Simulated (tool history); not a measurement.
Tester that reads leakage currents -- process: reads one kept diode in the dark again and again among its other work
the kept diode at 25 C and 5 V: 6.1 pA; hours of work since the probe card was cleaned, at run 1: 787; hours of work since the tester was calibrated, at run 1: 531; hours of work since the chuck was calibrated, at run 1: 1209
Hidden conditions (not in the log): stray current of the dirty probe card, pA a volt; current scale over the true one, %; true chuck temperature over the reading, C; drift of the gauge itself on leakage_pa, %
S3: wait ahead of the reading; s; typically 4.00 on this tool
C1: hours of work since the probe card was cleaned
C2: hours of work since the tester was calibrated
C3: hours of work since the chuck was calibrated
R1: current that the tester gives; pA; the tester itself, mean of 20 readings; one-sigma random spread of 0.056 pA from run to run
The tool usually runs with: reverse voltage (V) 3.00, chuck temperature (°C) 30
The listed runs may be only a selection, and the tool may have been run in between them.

{"run": 1, "day": 0.0, "reverse voltage (V)": 3.0, "chuck temperature (°C)": 30, "S3": 4.0, "C1": 787, "C2": 531, "C3": 1209, "R1": 9.92}
{"run": 2, "day": 1.142, "reverse voltage (V)": 3.0, "chuck temperature (°C)": 30, "S3": 4.0, "C1": 801, "C2": 546, "C3": 1223, "R1": 10.15}
{"run": 3, "day": 1.842, "reverse voltage (V)": 3.0, "chuck temperature (°C)": 30, "S3": 4.0, "C1": 810, "C2": 554, "C3": 1232, "R1": 10.04}
{"run": 4, "day": 2.488, "reverse voltage (V)": 3.0, "chuck temperature (°C)": 30, "S3": 4.0, "C1": 818, "C2": 563, "C3": 1240, "R1": 10.14}
{"run": 5, "day": 3.817, "reverse voltage (V)": 3.0, "chuck temperature (°C)": 30, "S3": 4.0, "C1": 835, "C2": 579, "C3": 1257, "R1": 10.05}
{"run": 6, "day": 5.183, "reverse voltage (V)": 3.0, "chuck temperature (°C)": 30, "S3": 4.0, "C1": 852, "C2": 596, "C3": 1274, "R1": 10.27}
{"run": 7, "day": 6.388, "reverse voltage (V)": 3.0, "chuck temperature (°C)": 30, "S3": 4.0, "C1": 867, "C2": 612, "C3": 1289, "R1": 10.33}
{"run": 8, "day": 7.275, "reverse voltage (V)": 2.73, "chuck temperature (°C)": 30, "S3": 4.0, "C1": 878, "C2": 623, "C3": 1300, "R1": 9.82}
{"run": 9, "day": 8.612, "reverse voltage (V)": 2.73, "chuck temperature (°C)": 30, "S3": 4.0, "C1": 895, "C2": 639, "C3": 1317, "R1": 9.85}
{"run": 10, "day": 9.675, "reverse voltage (V)": 3.0, "chuck temperature (°C)": 41, "S3": 4.0, "C1": 909, "C2": 653, "C3": 1330, "R1": 22.14}
{"run": 11, "day": 10.45, "reverse voltage (V)": 1.45, "chuck temperature (°C)": 30, "S3": 4.0, "C1": 918, "C2": 663, "C3": 1340, "R1": 6.8}
{"run": 12, "day": 11.375, "reverse voltage (V)": 1.45, "chuck temperature (°C)": 30, "S3": 4.0, "C1": 930, "C2": 674, "C3": 1352, "R1": 6.86}
{"run": 13, "day": 12.188, "reverse voltage (V)": 3.0, "chuck temperature (°C)": 30, "S3": 4.0, "C1": 940, "C2": 684, "C3": 1362, "R1": 10.39}
{"run": 14, "day": 13.017, "reverse voltage (V)": 3.0, "chuck temperature (°C)": 58, "S3": 4.0, "C1": 951, "C2": 695, "C3": 1372, "R1": 80.2}
{"run": 15, "day": 14.158, "reverse voltage (V)": 3.0, "chuck temperature (°C)": 30, "S3": 4.0, "C1": 965, "C2": 709, "C3": 1387, "R1": 10.57}
{"run": 16, "day": 15.425, "reverse voltage (V)": 3.0, "chuck temperature (°C)": 26, "S3": 4.0, "C1": 981, "C2": 725, "C3": 1403, "R1": 8.58}
{"run": 17, "day": 16.012, "reverse voltage (V)": 3.0, "chuck temperature (°C)": 26, "S3": 4.0, "C1": 988, "C2": 732, "C3": 1410, "R1": 8.5}
{"run": 18, "day": 16.858, "reverse voltage (V)": 3.0, "chuck temperature (°C)": 26, "S3": 4.0, "C1": 999, "C2": 743, "C3": 1421, "R1": 8.52}
{"run": 19, "day": 17.667, "reverse voltage (V)": 3.0, "chuck temperature (°C)": 26, "S3": 4.0, "C1": 1009, "C2": 753, "C3": 1431, "R1": 8.63}
{"run": 20, "day": 18.95, "reverse voltage (V)": 3.0, "chuck temperature (°C)": 26, "S3": 4.0, "C1": 1025, "C2": 769, "C3": 1447, "R1": 8.69}
{"run": 21, "day": 19.946, "reverse voltage (V)": 3.0, "chuck temperature (°C)": 58, "S3": 0.63, "C1": 1038, "C2": 782, "C3": 1459, "R1": 79.96}
{"run": 22, "day": 21.271, "reverse voltage (V)": 3.0, "chuck temperature (°C)": 58, "S3": 0.63, "C1": 1054, "C2": 798, "C3": 1476, "R1": 79.86}
{"run": 23, "day": 22.625, "reverse voltage (V)": 3.0, "chuck temperature (°C)": 58, "S3": 0.63, "C1": 1071, "C2": 816, "C3": 1493, "R1": 80.1}
{"day": 22.967, "done": "probe card cleaned and baked"}
{"run": 24, "day": 23.525, "reverse voltage (V)": 3.0, "chuck temperature (°C)": 41, "S3": 0.76, "C1": 7, "C2": 825, "C3": 1503, "R1": 18.5}
{"run": 25, "day": 24.083, "reverse voltage (V)": 1.05, "chuck temperature (°C)": 21, "S3": 0.76, "C1": 14, "C2": 832, "C3": 1510, "R1": 2.01}
{"run": 26, "day": 24.642, "reverse voltage (V)": 3.0, "chuck temperature (°C)": 58, "S3": 4.0, "C1": 21, "C2": 839, "C3": 1517, "R1": 75.16}
{"run": 27, "day": 25.912, "reverse voltage (V)": 3.0, "chuck temperature (°C)": 58, "S3": 0.44, "C1": 37, "C2": 855, "C3": 1533, "R1": 75.73}
{"run": 28, "day": 26.658, "reverse voltage (V)": 4.07, "chuck temperature (°C)": 33, "S3": 5.85, "C1": 46, "C2": 865, "C3": 1542, "R1": 10.19}
{"run": 29, "day": 27.7, "reverse voltage (V)": 2.52, "chuck temperature (°C)": 33, "S3": 5.85, "C1": 60, "C2": 878, "C3": 1555, "R1": 8.29}
{"run": 30, "day": 28.788, "reverse voltage (V)": 9.24, "chuck temperature (°C)": 43, "S3": 4.0, "C1": 73, "C2": 891, "C3": 1569, "R1": 35.04}
{"run": 31, "day": 29.504, "reverse voltage (V)": 9.24, "chuck temperature (°C)": 43, "S3": 4.0, "C1": 82, "C2": 900, "C3": 1578, "R1": 34.96}
{"run": 32, "day": 30.071, "reverse voltage (V)": 9.24, "chuck temperature (°C)": 43, "S3": 4.0, "C1": 89, "C2": 907, "C3": 1585, "R1": 34.99}
{"run": 33, "day": 31.246, "reverse voltage (V)": 10.25, "chuck temperature (°C)": 30, "S3": 0.63, "C1": 104, "C2": 922, "C3": 1600, "R1": 14.76}
{"run": 34, "day": 32.412, "reverse voltage (V)": 10.25, "chuck temperature (°C)": 30, "S3": 0.63, "C1": 119, "C2": 937, "C3": 1615, "R1": 14.92}
{"run": 35, "day": 33.212, "reverse voltage (V)": 2.58, "chuck temperature (°C)": 30, "S3": 1.4, "C1": 129, "C2": 947, "C3": 1625, "R1": 6.92}
{"run": 36, "day": 33.808, "reverse voltage (V)": 7.41, "chuck temperature (°C)": 39, "S3": 0.63, "C1": 136, "C2": 954, "C3": 1632, "R1": 24.69}
{"run": 37, "day": 34.575, "reverse voltage (V)": 2.71, "chuck temperature (°C)": 39, "S3": 9.6, "C1": 146, "C2": 964, "C3": 1642, "R1": 14.7}
{"run": 38, "day": 35.617, "reverse voltage (V)": 2.71, "chuck temperature (°C)": 39, "S3": 9.6, "C1": 159, "C2": 977, "C3": 1655, "R1": 14.88}
{"day": 36.117, "done": "chuck's temperature calibrated"}
{"run": 39, "day": 36.354, "reverse voltage (V)": 2.08, "chuck temperature (°C)": 20, "S3": 4.0, "C1": 167, "C2": 985, "C3": 3, "R1": 3.18}

Across each entry between runs, compare the hidden state at the last listed run before it with the hidden state at the first listed run after it:
In the gap between runs 23 and 24: probe card cleaned and baked (day 22.967)
  stray current of the dirty probe card, pA a volt: 1.452 -> 0.03; true chuck temperature over the reading, C: -2.06 -> -2.07
  measured minus no-state result, R1: -9.29 -> -3.60 pA
In the gap between runs 38 and 39: chuck's temperature calibrated (day 36.117)
  stray current of the dirty probe card, pA a volt: 0.236 -> 0.247; true chuck temperature over the reading, C: -2.27 -> 0.03
  measured minus no-state result, R1: -2.67 -> +0.47 pA

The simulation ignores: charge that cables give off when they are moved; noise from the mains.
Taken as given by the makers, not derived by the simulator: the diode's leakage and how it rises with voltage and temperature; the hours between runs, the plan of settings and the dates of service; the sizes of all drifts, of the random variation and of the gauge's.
